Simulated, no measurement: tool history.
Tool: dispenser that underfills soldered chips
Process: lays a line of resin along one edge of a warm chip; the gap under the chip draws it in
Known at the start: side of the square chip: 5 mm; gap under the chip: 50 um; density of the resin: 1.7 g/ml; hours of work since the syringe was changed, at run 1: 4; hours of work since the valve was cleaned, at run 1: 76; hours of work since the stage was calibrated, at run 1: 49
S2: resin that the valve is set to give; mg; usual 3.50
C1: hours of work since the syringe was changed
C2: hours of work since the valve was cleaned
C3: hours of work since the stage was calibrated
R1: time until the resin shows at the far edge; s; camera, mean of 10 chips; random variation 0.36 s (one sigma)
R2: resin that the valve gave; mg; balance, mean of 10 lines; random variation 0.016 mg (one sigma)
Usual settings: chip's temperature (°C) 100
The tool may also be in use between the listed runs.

{"run": 1, "day": 0.0, "chip's temperature (°C)": 100, "S2": 3.5, "C1": 4, "C2": 76, "C3": 49, "R1": 25.5, "R2": 3.23}
{"run": 2, "day": 0.221, "chip's temperature (°C)": 100, "S2": 3.5, "C1": 7, "C2": 80, "C3": 53, "R1": 34.1, "R2": 3.27}
{"day": 0.317, "done": "dispensing valve cleaned and set on the balance"}
{"day": 0.371, "done": "new syringe of resin"}
{"run": 3, "day": 0.488, "chip's temperature (°C)": 100, "S2": 3.5, "C1": 2, "C2": 3, "C3": 56, "R1": 23.4, "R2": 3.48}
{"run": 4, "day": 0.7, "chip's temperature (°C)": 100, "S2": 4.08, "C1": 6, "C2": 6, "C3": 60, "R1": 29.8, "R2": 4.02}
{"day": 0.908, "done": "new syringe of resin"}
{"run": 5, "day": 0.912, "chip's temperature (°C)": 100, "S2": 3.5, "C1": 0, "C2": 10, "C3": 64, "R1": 20.1, "R2": 3.46}
{"run": 6, "day": 1.088, "chip's temperature (°C)": 100, "S2": 3.5, "C1": 3, "C2": 13, "C3": 67, "R1": 24.5, "R2": 3.45}
{"run": 7, "day": 1.267, "chip's temperature (°C)": 88, "S2": 3.52, "C1": 6, "C2": 16, "C3": 70, "R1": 43.7, "R2": 3.47}
{"run": 8, "day": 1.388, "chip's temperature (°C)": 103, "S2": 3.88, "C1": 8, "C2": 18, "C3": 72, "R1": 33.0, "R2": 3.78}
{"day": 1.454, "done": "new syringe of resin"}
{"run": 9, "day": 1.592, "chip's temperature (°C)": 107, "S2": 4.21, "C1": 2, "C2": 22, "C3": 75, "R1": 19.3, "R2": 4.11}
{"run": 10, "day": 1.738, "chip's temperature (°C)": 100, "S2": 3.91, "C1": 5, "C2": 24, "C3": 78, "R1": 27.5, "R2": 3.81}
{"run": 11, "day": 1.95, "chip's temperature (°C)": 91, "S2": 4.18, "C1": 9, "C2": 28, "C3": 82, "R1": 48.3, "R2": 4.05}

Forecast each of these 4 alternatives for the next run:
{"day": 1.996, "done": "new syringe of resin"}
{"run": "A", "day": 2.062, "chip's temperature (°C)": 102, "S2": 3.44, "C1": 1, "C2": 30, "C3": 83, "R1": "?", "R2": "?"}
{"day": 1.996, "done": "new syringe of resin"}
{"run": "B", "day": 2.062, "chip's temperature (°C)": 91, "S2": 4.11, "C1": 1, "C2": 30, "C3": 83, "R1": "?", "R2": "?"}
{"day": 1.996, "done": "new syringe of resin"}
{"run": "C", "day": 2.062, "chip's temperature (°C)": 101, "S2": 3.35, "C1": 1, "C2": 30, "C3": 83, "R1": "?", "R2": "?"}
{"day": 1.996, "done": "new syringe of resin"}
{"run": "D", "day": 2.062, "chip's temperature (°C)": 98, "S2": 4.18, "C1": 1, "C2": 30, "C3": 83, "R1": "?", "R2": "?"}

run=A R1=21.0 R2=3.36
run=B R1=28.4 R2=3.96
run=C R1=21.9 R2=3.29
run=D R1=23.4 R2=4.06
Without the tool's hidden state the same runs would have given:
run=A R1=19.3 R2=3.46
run=B R1=26.3 R2=4.09
run=C R1=20.2 R2=3.39
run=D R1=21.6 R2=4.19
